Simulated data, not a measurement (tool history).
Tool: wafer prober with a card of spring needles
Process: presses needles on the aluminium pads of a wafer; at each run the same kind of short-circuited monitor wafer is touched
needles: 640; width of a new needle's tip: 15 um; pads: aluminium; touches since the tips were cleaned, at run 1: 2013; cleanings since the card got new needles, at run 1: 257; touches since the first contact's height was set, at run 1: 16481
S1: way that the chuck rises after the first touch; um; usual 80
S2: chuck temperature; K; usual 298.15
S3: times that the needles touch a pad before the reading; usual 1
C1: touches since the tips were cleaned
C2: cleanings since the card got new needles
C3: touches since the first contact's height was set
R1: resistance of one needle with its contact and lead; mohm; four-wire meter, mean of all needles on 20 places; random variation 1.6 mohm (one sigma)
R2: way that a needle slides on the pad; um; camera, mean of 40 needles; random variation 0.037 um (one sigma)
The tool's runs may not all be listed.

run 1 hour=0 | S1=80 S2=298.15 S3=1 | C1=2013 C2=257 C3=16481 | R1=200 R2=21.22
-- hour=10.4 tips cleaned on abrasive film
-- hour=24.3 tips cleaned on abrasive film
-- hour=41.5 tips cleaned on abrasive film
-- hour=55.4 tips cleaned on abrasive film
run 2 hour=61.9 | S1=80 S2=298.15 S3=1 | C1=3446 C2=261 C3=48866 | R1=229 R2=21.18
-- hour=72.3 tips cleaned on abrasive film
-- hour=86.2 tips cleaned on abrasive film
-- hour=103.4 tips cleaned on abrasive film
-- hour=117.3 tips cleaned on abrasive film
run 3 hour=118 | S1=80 S2=392.15 S3=1 | C1=378 C2=265 C3=78179 | R1=187 R2=21.17
-- hour=131.8 tips cleaned on abrasive film
-- hour=145.7 tips cleaned on abrasive film
-- hour=159.5 tips cleaned on abrasive film
-- hour=173.4 tips cleaned on abrasive film
-- hour=187.2 tips cleaned on abrasive film
-- hour=201.1 tips cleaned on abrasive film
run 4 hour=207.6 | S1=80 S2=392.15 S3=1 | C1=3458 C2=271 C3=125044 | R1=229 R2=20.97
-- hour=218 tips cleaned on abrasive film
-- hour=231.9 tips cleaned on abrasive film
-- hour=245.7 tips cleaned on abrasive film
-- hour=262.7 tips cleaned on abrasive film
run 5 hour=262.7 | S1=80 S2=339.15 S3=1 | C1=0 C2=275 C3=153816 | R1=171 R2=20.92
-- hour=280 tips cleaned on abrasive film
-- hour=293.8 tips cleaned on abrasive film
-- hour=307.6 tips cleaned on abrasive film
-- hour=321.5 tips cleaned on abrasive film
-- hour=321.8 height of the first contact set anew
-- hour=335.6 tips cleaned on abrasive film
-- hour=352.9 tips cleaned on abrasive film
run 6 hour=353.5 | S1=80 S2=319.15 S3=1 | C1=304 C2=281 C3=16581 | R1=176 R2=21.31
-- hour=367.3 tips cleaned on abrasive film
-- hour=381.2 tips cleaned on abrasive film
-- hour=395 tips cleaned on abrasive film
-- hour=408.9 tips cleaned on abrasive film
run 7 hour=422.1 | S1=80 S2=319.15 S3=1 | C1=6956 C2=285 C3=52475 | R1=253 R2=21.26
-- hour=425.6 tips cleaned on abrasive film
-- hour=442.9 tips cleaned on abrasive film
-- hour=456.7 tips cleaned on abrasive film
-- hour=470.6 tips cleaned on abrasive film
run 8 hour=483.4 | S1=80 S2=319.15 S3=1 | C1=6765 C2=289 C3=84559 | R1=249 R2=21.15
-- hour=487 tips cleaned on abrasive film
-- hour=504.2 tips cleaned on abrasive film
-- hour=521.5 tips cleaned on abrasive film
-- hour=535.3 tips cleaned on abrasive film
-- hour=552.6 tips cleaned on abrasive film
-- hour=566.5 tips cleaned on abrasive film
run 9 hour=573.9 | S1=83 S2=347.15 S3=3 | C1=3913 C2=295 C3=131876 | R1=189 R2=21.79
-- hour=580.9 tips cleaned on abrasive film
-- hour=594.7 tips cleaned on abrasive film
-- hour=608.6 tips cleaned on abrasive film
-- hour=622.4 tips cleaned on abrasive film
-- hour=639.7 tips cleaned on abrasive film
run 10 hour=647.4 | S1=75 S2=339.15 S3=1 | C1=4079 C2=300 C3=170319 | R1=255 R2=19.52
-- hour=654.4 tips cleaned on abrasive film
-- hour=671.7 tips cleaned on abrasive film
-- hour=675.4 height of the first contact set anew
-- hour=685.8 tips cleaned on abrasive film
run 11 hour=690.3 | S1=75 S2=339.15 S3=1 | C1=2371 C2=303 C3=7798 | R1=218 R2=20
-- hour=700.7 tips cleaned on abrasive film
-- hour=718 tips cleaned on abrasive film
-- hour=735.3 tips cleaned on abrasive film
run 12 hour=747.5 | S1=75 S2=339.15 S3=1 | C1=6444 C2=306 C3=37751 | R1=270 R2=19.92
-- hour=751.1 tips cleaned on abrasive film
-- hour=764.9 tips cleaned on abrasive film
-- hour=778.7 tips cleaned on abrasive film
-- hour=792.6 tips cleaned on abrasive film
-- hour=809.9 tips cleaned on abrasive film
-- hour=827.1 tips cleaned on abrasive film
-- hour=843.1 tips cleaned on abrasive film
run 13 hour=843.1 | S1=75 S2=339.15 S3=1 | C1=0 C2=313 C3=87676 | R1=177 R2=19.8
-- hour=856.9 tips cleaned on abrasive film
-- hour=874.2 tips cleaned on abrasive film
-- hour=891.5 tips cleaned on abrasive film
run 14 hour=892 | S1=84 S2=339.15 S3=1 | C1=269 C2=316 C3=113264 | R1=184 R2=22.14
-- hour=905.8 tips cleaned on abrasive film
-- hour=919.7 tips cleaned on abrasive film
-- hour=933.5 tips cleaned on abrasive film
-- hour=947.3 tips cleaned on abrasive film
run 15 hour=953.9 | S1=84 S2=339.15 S3=1 | C1=3474 C2=320 C3=145674 | R1=228 R2=22
-- hour=964.3 tips cleaned on abrasive film
-- hour=978.2 tips cleaned on abrasive film
-- hour=995.5 tips cleaned on abrasive film
run 16 hour=998.7 | S1=84 S2=339.15 S3=1 | C1=1710 C2=323 C3=169085 | R1=204 R2=21.96

Forecast each of these 5 alternatives for the next run:
-- hour=1012.5 tips cleaned on abrasive film
-- hour=1029.8 tips cleaned on abrasive film
-- hour=1030.1 height of the first contact set anew
-- hour=1047.4 tips cleaned on abrasive film
-- hour=1064.7 tips cleaned on abrasive film
run A hour=1077.4 | S1=86 S2=300.15 S3=3 | C1=6710 C2=327 C3=24795 | R1=? R2=?
-- hour=1012.5 tips cleaned on abrasive film
-- hour=1029.8 tips cleaned on abrasive film
-- hour=1030.1 height of the first contact set anew
-- hour=1047.4 tips cleaned on abrasive film
-- hour=1064.7 tips cleaned on abrasive film
run B hour=1077.4 | S1=80 S2=348.15 S3=1 | C1=6710 C2=327 C3=24795 | R1=? R2=?
-- hour=1012.5 tips cleaned on abrasive film
-- hour=1029.8 tips cleaned on abrasive film
-- hour=1030.1 height of the first contact set anew
-- hour=1047.4 tips cleaned on abrasive film
-- hour=1064.7 tips cleaned on abrasive film
run C hour=1077.4 | S1=90 S2=327.15 S3=1 | C1=6710 C2=327 C3=24795 | R1=? R2=?
-- hour=1012.5 tips cleaned on abrasive film
-- hour=1029.8 tips cleaned on abrasive film
-- hour=1030.1 height of the first contact set anew
-- hour=1047.4 tips cleaned on abrasive film
-- hour=1064.7 tips cleaned on abrasive film
run D hour=1077.4 | S1=94 S2=332.15 S3=2 | C1=6710 C2=327 C3=24795 | R1=? R2=?
-- hour=1012.5 tips cleaned on abrasive film
-- hour=1029.8 tips cleaned on abrasive film
-- hour=1030.1 height of the first contact set anew
-- hour=1047.4 tips cleaned on abrasive film
-- hour=1064.7 tips cleaned on abrasive film
run E hour=1077.4 | S1=75 S2=311.15 S3=1 | C1=6710 C2=327 C3=24795 | R1=? R2=?

run=A R1=188 R2=22.86
run=B R1=263 R2=21.34
run=C R1=236 R2=23.99
run=D R1=208 R2=25.05
run=E R1=273 R2=19.87
Without the tool's hidden state the same runs would have given:
run=A R1=149 R2=22.91
run=B R1=162 R2=21.39
run=C R1=153 R2=24.05
run=D R1=159 R2=25.1
run=E R1=155 R2=19.92
